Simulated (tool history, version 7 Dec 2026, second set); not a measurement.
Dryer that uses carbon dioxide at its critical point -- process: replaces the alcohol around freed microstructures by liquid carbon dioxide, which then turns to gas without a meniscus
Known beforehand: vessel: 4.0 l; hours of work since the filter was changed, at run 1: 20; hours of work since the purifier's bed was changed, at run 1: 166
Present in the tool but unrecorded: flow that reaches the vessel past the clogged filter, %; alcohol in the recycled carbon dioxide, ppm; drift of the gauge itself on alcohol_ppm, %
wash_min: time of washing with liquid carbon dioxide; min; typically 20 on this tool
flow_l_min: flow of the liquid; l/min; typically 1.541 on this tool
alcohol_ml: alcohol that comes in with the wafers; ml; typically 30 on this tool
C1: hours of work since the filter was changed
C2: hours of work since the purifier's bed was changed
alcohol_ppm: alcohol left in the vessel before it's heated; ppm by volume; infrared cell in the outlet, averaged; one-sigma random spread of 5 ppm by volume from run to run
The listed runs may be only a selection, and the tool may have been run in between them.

{"run": 1, "hour": 0.0, "wash_min": 20, "flow_l_min": 1.541, "alcohol_ml": 30, "C1": 20, "C2": 166, "alcohol_ppm": 50}
{"run": 2, "hour": 7.6, "wash_min": 20, "flow_l_min": 1.02, "alcohol_ml": 30, "C1": 24, "C2": 169, "alcohol_ppm": 100}
{"run": 3, "hour": 18.2, "wash_min": 20, "flow_l_min": 1.541, "alcohol_ml": 30, "C1": 29, "C2": 174, "alcohol_ppm": 39}
{"run": 4, "hour": 29.0, "wash_min": 20, "flow_l_min": 1.541, "alcohol_ml": 30, "C1": 34, "C2": 179, "alcohol_ppm": 48}
{"run": 5, "hour": 41.0, "wash_min": 20, "flow_l_min": 1.541, "alcohol_ml": 30, "C1": 39, "C2": 185, "alcohol_ppm": 43}
{"run": 6, "hour": 53.9, "wash_min": 20, "flow_l_min": 1.541, "alcohol_ml": 30, "C1": 45, "C2": 191, "alcohol_ppm": 48}
{"run": 7, "hour": 66.7, "wash_min": 20, "flow_l_min": 1.541, "alcohol_ml": 30, "C1": 51, "C2": 197, "alcohol_ppm": 53}
{"run": 8, "hour": 78.0, "wash_min": 30, "flow_l_min": 2.03, "alcohol_ml": 35, "C1": 56, "C2": 202, "alcohol_ppm": 49}
{"run": 9, "hour": 88.5, "wash_min": 19, "flow_l_min": 1.99, "alcohol_ml": 86, "C1": 61, "C2": 207, "alcohol_ppm": 49}
{"run": 10, "hour": 98.6, "wash_min": 19, "flow_l_min": 1.56, "alcohol_ml": 99, "C1": 66, "C2": 211, "alcohol_ppm": 83}
{"run": 11, "hour": 105.7, "wash_min": 19, "flow_l_min": 1.56, "alcohol_ml": 23, "C1": 69, "C2": 215, "alcohol_ppm": 54}
{"run": 12, "hour": 114.7, "wash_min": 30, "flow_l_min": 1.05, "alcohol_ml": 87, "C1": 73, "C2": 219, "alcohol_ppm": 61}
{"run": 13, "hour": 120.8, "wash_min": 30, "flow_l_min": 1.05, "alcohol_ml": 87, "C1": 76, "C2": 222, "alcohol_ppm": 73}
{"run": 14, "hour": 134.1, "wash_min": 24, "flow_l_min": 1.05, "alcohol_ml": 61, "C1": 82, "C2": 228, "alcohol_ppm": 95}

Some steps in alcohol_ppm between neighbouring runs. How much of each would the tool show without its hidden state too (settings, what came in, random variation), and how much is left for the hidden state, with any gauge scatter that isn't in both results?
Run 2 -> 3: flow_l_min 1.020 -> 1.541. alcohol_ppm -61 ppm by volume: hidden state -1, all else -60.
Run 13 -> 14: wash_min 30 -> 24, alcohol_ml 87 -> 61. alcohol_ppm +22 ppm by volume: hidden state +6, all else +16.

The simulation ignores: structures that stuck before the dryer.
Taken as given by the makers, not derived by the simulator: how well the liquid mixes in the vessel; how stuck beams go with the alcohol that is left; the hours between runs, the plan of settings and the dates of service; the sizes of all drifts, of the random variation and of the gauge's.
